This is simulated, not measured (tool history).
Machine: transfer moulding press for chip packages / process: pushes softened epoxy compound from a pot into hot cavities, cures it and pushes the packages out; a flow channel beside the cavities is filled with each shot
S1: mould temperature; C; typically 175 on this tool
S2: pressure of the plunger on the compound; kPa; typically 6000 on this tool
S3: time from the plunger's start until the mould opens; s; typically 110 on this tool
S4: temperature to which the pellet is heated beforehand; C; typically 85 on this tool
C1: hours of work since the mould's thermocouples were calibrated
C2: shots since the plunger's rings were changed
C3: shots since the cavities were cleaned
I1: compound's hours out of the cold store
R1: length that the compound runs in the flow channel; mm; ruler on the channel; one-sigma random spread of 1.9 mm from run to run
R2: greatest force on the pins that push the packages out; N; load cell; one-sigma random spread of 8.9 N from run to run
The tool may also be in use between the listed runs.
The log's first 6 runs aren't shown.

| run | hour | S1 | S2 | S3 | S4 | C1 | C2 | C3 | I1 | R1 | R2 |
|---|---|---|---|---|---|---|---|---|---|---|---|
| 7 | 34 | 168 | 6000 | 110 | 85 | 124 | 3116 | 95 | 8.9 | 599 | 701 |
| 8 | 39 | 175 | 6000 | 110 | 93 | 127 | 3174 | 153 | 37.7 | 489 | 448 |
| 9 | 45.9 | 175 | 6000 | 110 | 85 | 132 | 3255 | 234 | 14.7 | 562 | 503 |
| 10 | 54.1 | 175 | 6000 | 110 | 85 | 138 | 3350 | 329 | 28.2 | 516 | 544 |
| 11 | 60.6 | 175 | 6000 | 110 | 85 | 143 | 3426 | 405 | 32.6 | 499 | 549 |
| 12 | 65.8 | 175 | 6000 | 110 | 85 | 146 | 3486 | 465 | 8.8 | 579 | 604 |
| 13 | 71.6 | 175 | 6000 | 110 | 85 | 151 | 3554 | 533 | 47.9 | 456 | 602 |
| 14 | 76.5 | 175 | 6000 | 110 | 85 | 154 | 3610 | 589 | 43.3 | 471 | 631 |
| 15 | 83 | 175 | 6000 | 110 | 85 | 159 | 3687 | 666 | 16.8 | 550 | 697 |
|  | 91 | cavities cleaned with cleaning compound and waxed |
| 16 | 91.5 | 175 | 6000 | 110 | 85 | 164 | 3768 | 6 | 38.7 | 482 | 387 |
| 17 | 98.4 | 179 | 6000 | 110 | 85 | 169 | 3849 | 87 | 44.8 | 458 | 403 |
| 18 | 105.4 | 175 | 5810 | 132 | 85 | 174 | 3929 | 167 | 10.3 | 559 | 428 |
| 19 | 109.4 | 173 | 5810 | 132 | 85 | 176 | 3976 | 214 | 27.8 | 506 | 471 |
| 20 | 115.1 | 173 | 5810 | 93 | 89 | 181 | 4042 | 280 | 38.4 | 479 | 734 |
| 21 | 119.9 | 173 | 5810 | 93 | 89 | 184 | 4098 | 336 | 43.4 | 462 | 777 |
| 22 | 127.3 | 172 | 4930 | 110 | 79 | 189 | 4185 | 423 | 39.5 | 438 | 657 |
| 23 | 133.5 | 172 | 4930 | 110 | 79 | 194 | 4257 | 495 | 12.4 | 514 | 772 |
| 24 | 138 | 172 | 4930 | 110 | 79 | 197 | 4309 | 547 | 38 | 443 | 710 |
| 25 | 146.7 | 172 | 4930 | 110 | 79 | 203 | 4410 | 648 | 25.8 | 472 | 805 |
| 26 | 152.8 | 172 | 4930 | 95 | 84 | 208 | 4482 | 720 | 42.4 | 428 | 994 |
|  | 156.4 | cavities cleaned with cleaning compound and waxed |
| 27 | 158.4 | 172 | 4930 | 95 | 84 | 210 | 4530 | 24 | 25.9 | 474 | 626 |
| 28 | 163.5 | 172 | 4930 | 95 | 84 | 214 | 4589 | 83 | 36.7 | 443 | 646 |
| 29 | 171.3 | 172 | 6130 | 109 | 84 | 220 | 4680 | 174 | 22 | 539 | 555 |
| 30 | 176.6 | 178 | 6000 | 110 | 75 | 223 | 4742 | 236 | 16.6 | 534 | 485 |

Predict each of these 3 candidate next runs independently; none follows another, all start after run 30:
| A | 184.4 | 178 | 6000 | 110 | 95 | 229 | 4833 | 327 | 29.8 | ? | ? |
| B | 184.4 | 182 | 6000 | 104 | 84 | 229 | 4833 | 327 | 9.5 | ? | ? |
| C | 184.4 | 178 | 7430 | 110 | 76 | 229 | 4833 | 327 | 45.3 | ? | ? |

| run | R1 | R2 |
|---|---|---|
| A | 493 | 514 |
| B | 544 | 486 |
| C | 503 | 499 |
Without the tool's hidden state the same runs would have given:
| run | R1 | R2 |
|---|---|---|
| A | 529 | 354 |
| B | 583 | 336 |
| C | 539 | 345 |
